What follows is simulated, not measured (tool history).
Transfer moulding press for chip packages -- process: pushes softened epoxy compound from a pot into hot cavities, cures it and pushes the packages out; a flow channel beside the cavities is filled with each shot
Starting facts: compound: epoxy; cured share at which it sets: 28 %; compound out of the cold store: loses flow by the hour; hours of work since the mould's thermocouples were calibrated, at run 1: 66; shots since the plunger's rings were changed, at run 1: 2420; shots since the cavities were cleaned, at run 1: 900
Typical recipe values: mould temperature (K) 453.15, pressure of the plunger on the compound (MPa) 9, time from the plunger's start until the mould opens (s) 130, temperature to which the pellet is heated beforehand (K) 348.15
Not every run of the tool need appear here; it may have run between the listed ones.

| run | hour | mould temperature (K) | pressure of the plunger on the compound (MPa) | time from the plunger's start until the mould opens (s) | temperature to which the pellet is heated beforehand (K) | hours of work since the mould's thermocouples were calibrated | shots since the plunger's rings were changed | shots since the cavities were cleaned | incoming compound's hours out of the cold store | length that the compound runs in the flow channel (mm) | greatest force on the pins that push the packages out (N) |
|---|---|---|---|---|---|---|---|---|---|---|---|
| 1 | 0 | 453.15 | 9 | 130 | 348.15 | 66 | 2420 | 900 | 14.8 | 620 | 314 |
|  | 2.1 | cavities cleaned with cleaning compound and waxed |
| 2 | 13.5 | 453.15 | 9.01 | 130 | 348.15 | 75 | 2545 | 119 | 24.8 | 584 | 287 |
| 3 | 20.9 | 453.15 | 9.01 | 130 | 348.15 | 81 | 2622 | 196 | 23 | 597 | 302 |
| 4 | 29.6 | 453.15 | 9 | 162 | 348.15 | 87 | 2713 | 287 | 27.6 | 584 | 225 |
| 5 | 37.2 | 453.15 | 9 | 130 | 348.15 | 93 | 2793 | 367 | 26.6 | 587 | 296 |
| 6 | 43.2 | 453.15 | 9 | 130 | 348.15 | 98 | 2855 | 429 | 47.8 | 541 | 294 |
| 7 | 50 | 453.15 | 9 | 130 | 348.15 | 103 | 2926 | 500 | 44.8 | 540 | 284 |
| 8 | 62.7 | 453.15 | 9 | 130 | 348.15 | 112 | 3058 | 632 | 8.9 | 625 | 319 |
| 9 | 70.7 | 453.15 | 9 | 130 | 348.15 | 119 | 3142 | 716 | 8.7 | 632 | 335 |
| 10 | 85.4 | 453.15 | 9 | 138 | 348.15 | 130 | 3296 | 870 | 26.6 | 588 | 270 |
|  | 90.6 | cavities cleaned with cleaning compound and waxed |
| 11 | 95.3 | 453.15 | 9 | 138 | 348.15 | 136 | 3384 | 50 | 22.5 | 595 | 283 |
| 12 | 101.7 | 453.15 | 7.6 | 130 | 348.15 | 141 | 3449 | 115 | 48 | 493 | 290 |
| 13 | 109.6 | 453.15 | 9 | 130 | 348.15 | 147 | 3532 | 198 | 41.4 | 550 | 303 |
| 14 | 116.5 | 453.15 | 7.29 | 130 | 348.15 | 152 | 3604 | 270 | 10.9 | 568 | 315 |
| 15 | 122.6 | 453.15 | 8.21 | 130 | 348.15 | 157 | 3668 | 334 | 36.2 | 537 | 306 |
| 16 | 135.4 | 453.15 | 8.21 | 130 | 348.15 | 167 | 3802 | 468 | 45.6 | 517 | 294 |
| 17 | 142.9 | 446.15 | 9.64 | 139 | 355.15 | 173 | 3880 | 546 | 11.3 | 672 | 457 |
| 18 | 149.3 | 453.15 | 7.16 | 114 | 353.15 | 177 | 3946 | 612 | 21.9 | 532 | 405 |
| 19 | 157.5 | 453.15 | 8.82 | 130 | 353.15 | 184 | 4032 | 698 | 38.3 | 548 | 299 |
|  | 164.2 | plunger's sealing rings changed |
| 20 | 168.2 | 453.15 | 8.82 | 130 | 353.15 | 190 | 42 | 784 | 13.2 | 617 | 312 |
| 21 | 175.3 | 453.15 | 8.82 | 130 | 353.15 | 195 | 116 | 858 | 10.6 | 624 | 312 |
|  | 181.2 | cavities cleaned with cleaning compound and waxed |
| 22 | 186.1 | 453.15 | 7.77 | 130 | 341.15 | 203 | 213 | 51 | 36.4 | 517 | 294 |
| 23 | 198.2 | 453.15 | 9.34 | 112 | 345.15 | 212 | 339 | 177 | 25.1 | 599 | 418 |
| 24 | 211.1 | 453.15 | 9.34 | 112 | 345.15 | 222 | 473 | 311 | 29.3 | 592 | 422 |
| 25 | 220.8 | 450.15 | 9.34 | 112 | 352.15 | 229 | 575 | 413 | 21.7 | 614 | 525 |
| 26 | 228.6 | 450.15 | 9.34 | 112 | 352.15 | 235 | 656 | 494 | 27 | 607 | 531 |
| 27 | 239.3 | 452.15 | 10.05 | 128 | 343.15 | 243 | 768 | 606 | 47.5 | 581 | 324 |
| 28 | 246.1 | 453.15 | 9 | 136 | 348.15 | 248 | 839 | 677 | 42.5 | 558 | 277 |

Forecast each of these 5 alternatives for the next run:
| A | 258 | 447.15 | 9 | 136 | 348.15 | 257 | 963 | 801 | 9.2 | ? | ? |
| B | 258 | 452.15 | 9 | 130 | 339.15 | 257 | 963 | 801 | 19.4 | ? | ? |
| C | 258 | 449.15 | 9 | 136 | 348.15 | 257 | 963 | 801 | 45.9 | ? | ? |
| D | 258 | 453.15 | 8.28 | 130 | 354.15 | 257 | 963 | 801 | 16.8 | ? | ? |
| E | 258 | 450.15 | 9 | 149 | 348.15 | 257 | 963 | 801 | 23.2 | ? | ? |

| run | length that the compound runs in the flow channel (mm) | greatest force on the pins that push the packages out (N) |
|---|---|---|
| A | 662 | 446 |
| B | 612 | 324 |
| C | 550 | 351 |
| D | 581 | 314 |
| E | 604 | 299 |
Take away the tool's hidden state, keep each run's random variation, and the runs would have read:
| run | length that the compound runs in the flow channel (mm) | greatest force on the pins that push the packages out (N) |
|---|---|---|
| A | 662 | 438 |
| B | 612 | 318 |
| C | 550 | 345 |
| D | 581 | 309 |
| E | 604 | 294 |
